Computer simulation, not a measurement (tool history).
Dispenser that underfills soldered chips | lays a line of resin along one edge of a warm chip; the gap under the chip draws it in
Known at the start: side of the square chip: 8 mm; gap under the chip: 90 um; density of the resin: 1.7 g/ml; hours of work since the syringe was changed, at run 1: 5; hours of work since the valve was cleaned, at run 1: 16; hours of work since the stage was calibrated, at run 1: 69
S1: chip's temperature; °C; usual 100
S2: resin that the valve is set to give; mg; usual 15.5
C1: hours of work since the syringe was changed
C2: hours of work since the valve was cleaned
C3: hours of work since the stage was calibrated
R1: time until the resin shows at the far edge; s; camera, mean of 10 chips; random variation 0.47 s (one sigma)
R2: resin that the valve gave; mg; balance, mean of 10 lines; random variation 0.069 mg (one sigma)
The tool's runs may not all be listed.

run 1 hour=0.0 | S1=100 S2=15.5 | C1=5 C2=16 C3=69 | R1=51.0 R2=15.39
run 2 hour=2.8 | S1=100 S2=15.5 | C1=7 C2=18 C3=71 | R1=57.2 R2=15.35
run 3 hour=6.1 | S1=100 S2=15.5 | C1=9 C2=21 C3=73 | R1=66.9 R2=15.36
-- hour=9.7 new syringe of resin
run 4 hour=10.7 | S1=109 S2=15.5 | C1=1 C2=24 C3=76 | R1=28.1 R2=15.52
run 5 hour=14.0 | S1=100 S2=15.5 | C1=3 C2=26 C3=79 | R1=44.3 R2=15.30
run 6 hour=17.3 | S1=100 S2=15.5 | C1=5 C2=28 C3=81 | R1=52.6 R2=15.38
run 7 hour=21.5 | S1=100 S2=15.5 | C1=8 C2=31 C3=84 | R1=64.1 R2=15.42
run 8 hour=24.1 | S1=100 S2=15.5 | C1=10 C2=33 C3=86 | R1=73.1 R2=15.25
-- hour=26.1 new syringe of resin
run 9 hour=28.4 | S1=100 S2=15.5 | C1=2 C2=36 C3=89 | R1=40.7 R2=15.25
run 10 hour=31.6 | S1=100 S2=15.5 | C1=4 C2=38 C3=91 | R1=47.8 R2=15.20
run 11 hour=34.6 | S1=103 S2=15.5 | C1=6 C2=40 C3=93 | R1=49.5 R2=15.30
run 12 hour=38.7 | S1=100 S2=18.6 | C1=9 C2=43 C3=96 | R1=65.3 R2=18.24
run 13 hour=40.6 | S1=100 S2=15.5 | C1=10 C2=45 C3=98 | R1=72.5 R2=15.29
-- hour=42.6 new syringe of resin
run 14 hour=45.4 | S1=100 S2=15.5 | C1=2 C2=48 C3=101 | R1=40.2 R2=15.21
run 15 hour=49.1 | S1=100 S2=15.5 | C1=5 C2=51 C3=103 | R1=48.4 R2=15.21
run 16 hour=52.5 | S1=100 S2=15.5 | C1=7 C2=53 C3=106 | R1=57.5 R2=15.23
run 17 hour=55.7 | S1=91 S2=15.5 | C1=9 C2=55 C3=108 | R1=92.2 R2=15.22
-- hour=59.1 new syringe of resin
run 18 hour=60.2 | S1=91 S2=15.5 | C1=1 C2=58 C3=111 | R1=51.8 R2=15.17
run 19 hour=63.1 | S1=109 S2=17.0 | C1=3 C2=60 C3=113 | R1=31.9 R2=16.50
run 20 hour=65.0 | S1=109 S2=17.0 | C1=4 C2=62 C3=114 | R1=35.5 R2=16.63
run 21 hour=68.7 | S1=109 S2=17.0 | C1=7 C2=64 C3=117 | R1=40.9 R2=16.58
run 22 hour=72.4 | S1=85 S2=13.4 | C1=9 C2=67 C3=120 | R1=121.4 R2=13.06
run 23 hour=74.6 | S1=89 S2=15.8 | C1=11 C2=69 C3=121 | R1=111.8 R2=15.41
-- hour=75.4 new syringe of resin
run 24 hour=79.4 | S1=89 S2=15.8 | C1=3 C2=72 C3=125 | R1=64.4 R2=15.19
run 25 hour=83.0 | S1=96 S2=20.2 | C1=5 C2=74 C3=127 | R1=58.8 R2=19.80
run 26 hour=86.8 | S1=101 S2=15.5 | C1=8 C2=77 C3=130 | R1=60.5 R2=14.99
run 27 hour=91.3 | S1=114 S2=15.8 | C1=11 C2=80 C3=133 | R1=50.0 R2=15.12
-- hour=92.1 new syringe of resin
run 28 hour=93.8 | S1=100 S2=17.9 | C1=1 C2=82 C3=135 | R1=38.8 R2=17.27
run 29 hour=96.3 | S1=100 S2=17.9 | C1=3 C2=84 C3=136 | R1=43.9 R2=17.40
run 30 hour=100.0 | S1=97 S2=16.5 | C1=6 C2=86 C3=139 | R1=59.0 R2=15.87
run 31 hour=104.4 | S1=97 S2=16.5 | C1=9 C2=90 C3=142 | R1=72.2 R2=15.90
-- hour=108.4 new syringe of resin
run 32 hour=109.1 | S1=105 S2=16.5 | C1=1 C2=93 C3=145 | R1=30.0 R2=15.90
run 33 hour=111.8 | S1=105 S2=14.8 | C1=2 C2=95 C3=147 | R1=35.2 R2=14.18
-- hour=115.5 dispensing valve cleaned and set on the balance
run 34 hour=117.0 | S1=89 S2=15.5 | C1=5 C2=1 C3=150 | R1=75.6 R2=15.57
run 35 hour=119.1 | S1=100 S2=18.4 | C1=7 C2=3 C3=152 | R1=55.9 R2=18.37
run 36 hour=121.4 | S1=94 S2=14.0 | C1=9 C2=4 C3=153 | R1=80.3 R2=13.93

Hidden state or all else? Some run-to-run changes of R1, split into what the settings, what came in and random variation would give without the hidden state, and what is left for the hidden state (with any gauge scatter that isn't in both results):
The hidden state here: resin's viscosity, % of fresh resin's; dose that the valve gives, % of what is set; true chip temperature over the reading, C; drift of the gauge itself on fill_s, %; drift of the gauge itself on given_mg, %.
Run 17 -> 18: new syringe of resin. R1 -40.4 s: hidden state -39.3, all else -1.1.
Run 21 -> 22: S1 109 -> 85, S2 17.0 -> 13.4. R1 +80.5 s: hidden state +41.5, all else +39.0.
Run 23 -> 24: new syringe of resin. R1 -47.4 s: hidden state -47.1, all else -0.3.
Run 31 -> 32: S1 97 -> 105, new syringe of resin. R1 -42.2 s: hidden state -31.4, all else -10.8.

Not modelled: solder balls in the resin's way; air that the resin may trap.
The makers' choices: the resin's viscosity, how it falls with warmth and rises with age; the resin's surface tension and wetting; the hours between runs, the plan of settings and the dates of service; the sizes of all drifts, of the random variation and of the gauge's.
